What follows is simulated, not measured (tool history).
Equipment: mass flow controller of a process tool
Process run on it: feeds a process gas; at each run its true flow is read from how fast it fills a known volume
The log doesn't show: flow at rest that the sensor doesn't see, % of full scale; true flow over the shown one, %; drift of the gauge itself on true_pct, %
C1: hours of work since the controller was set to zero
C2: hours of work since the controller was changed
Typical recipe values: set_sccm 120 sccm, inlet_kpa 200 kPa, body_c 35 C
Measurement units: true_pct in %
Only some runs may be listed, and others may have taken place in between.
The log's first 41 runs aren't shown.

{"run": 42, "hour": 6189.5, "set_sccm": 50, "inlet_kpa": 223, "body_c": 32, "C1": 3024, "C2": 3024, "true_pct": 97.88}
{"run": 43, "hour": 6323.7, "set_sccm": 178, "inlet_kpa": 229, "body_c": 22, "C1": 3079, "C2": 3079, "true_pct": 99.41}
{"run": 44, "hour": 6446.3, "set_sccm": 120, "inlet_kpa": 267, "body_c": 33, "C1": 3129, "C2": 3129, "true_pct": 98.58}
{"run": 45, "hour": 6592.2, "set_sccm": 107, "inlet_kpa": 267, "body_c": 33, "C1": 3189, "C2": 3189, "true_pct": 98.38}
{"run": 46, "hour": 6734.0, "set_sccm": 23, "inlet_kpa": 165, "body_c": 29, "C1": 3247, "C2": 3247, "true_pct": 97.89}
{"run": 47, "hour": 6904.9, "set_sccm": 23, "inlet_kpa": 165, "body_c": 29, "C1": 3317, "C2": 3317, "true_pct": 98.07}
{"run": 48, "hour": 7082.3, "set_sccm": 30, "inlet_kpa": 233, "body_c": 32, "C1": 3389, "C2": 3389, "true_pct": 97.51}
{"run": 49, "hour": 7248.8, "set_sccm": 30, "inlet_kpa": 233, "body_c": 32, "C1": 3457, "C2": 3457, "true_pct": 97.68}

Predict each of these 3 candidate next runs independently; none follows another, all start after run 49:
{"run": "A", "hour": 7444.3, "set_sccm": 161, "inlet_kpa": 233, "body_c": 32, "C1": 3537, "C2": 3537, "true_pct": "?"}
{"run": "B", "hour": 7444.3, "set_sccm": 116, "inlet_kpa": 200, "body_c": 34, "C1": 3537, "C2": 3537, "true_pct": "?"}
{"run": "C", "hour": 7444.3, "set_sccm": 30, "inlet_kpa": 233, "body_c": 24, "C1": 3537, "C2": 3537, "true_pct": "?"}

run=A true_pct=99.32
run=B true_pct=99.02
run=C true_pct=97.35
Take away the tool's hidden state, keep each run's random variation, and the runs would have read:
run=A true_pct=99.32
run=B true_pct=99.01
run=C true_pct=97.33
